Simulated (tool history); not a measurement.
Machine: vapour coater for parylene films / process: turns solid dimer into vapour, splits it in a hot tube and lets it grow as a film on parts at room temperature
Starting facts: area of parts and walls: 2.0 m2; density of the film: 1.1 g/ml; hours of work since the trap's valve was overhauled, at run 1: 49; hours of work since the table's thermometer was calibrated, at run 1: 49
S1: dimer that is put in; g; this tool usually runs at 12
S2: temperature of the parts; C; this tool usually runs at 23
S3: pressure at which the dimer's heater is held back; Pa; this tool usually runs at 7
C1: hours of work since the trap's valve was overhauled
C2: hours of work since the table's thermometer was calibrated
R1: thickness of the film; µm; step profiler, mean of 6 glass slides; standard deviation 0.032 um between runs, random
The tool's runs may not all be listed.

{"run": 1, "hour": 0.0, "S1": 12, "S2": 23, "S3": 7, "C1": 49, "C2": 49, "R1": 3.07}
{"run": 2, "hour": 67.2, "S1": 12, "S2": 23, "S3": 7, "C1": 103, "C2": 103, "R1": 3}
{"run": 3, "hour": 106.7, "S1": 12, "S2": 23, "S3": 7, "C1": 134, "C2": 134, "R1": 2.94}
{"run": 4, "hour": 179.4, "S1": 12, "S2": 23, "S3": 7, "C1": 192, "C2": 192, "R1": 2.92}
{"run": 5, "hour": 242.0, "S1": 12, "S2": 23, "S3": 7, "C1": 242, "C2": 242, "R1": 2.87}
{"run": 6, "hour": 274.0, "S1": 12, "S2": 24, "S3": 7, "C1": 267, "C2": 267, "R1": 2.8}
{"hour": 345.2, "done": "trap's valve overhauled"}
{"run": 7, "hour": 355.7, "S1": 12, "S2": 24, "S3": 2.22, "C1": 8, "C2": 329, "R1": 3.29}
{"run": 8, "hour": 424.0, "S1": 12, "S2": 24, "S3": 2.22, "C1": 63, "C2": 384, "R1": 3.24}

What will run 9 give?
{"run": 9, "hour": 480.3, "S1": 6, "S2": 24, "S3": 3.43, "C1": 108, "C2": 428, "R1": "?"}

Run 9 came out at R1 1.54 µm.
The same run, on a tool lacking any hidden state, would have yielded R1 1.61 µm.
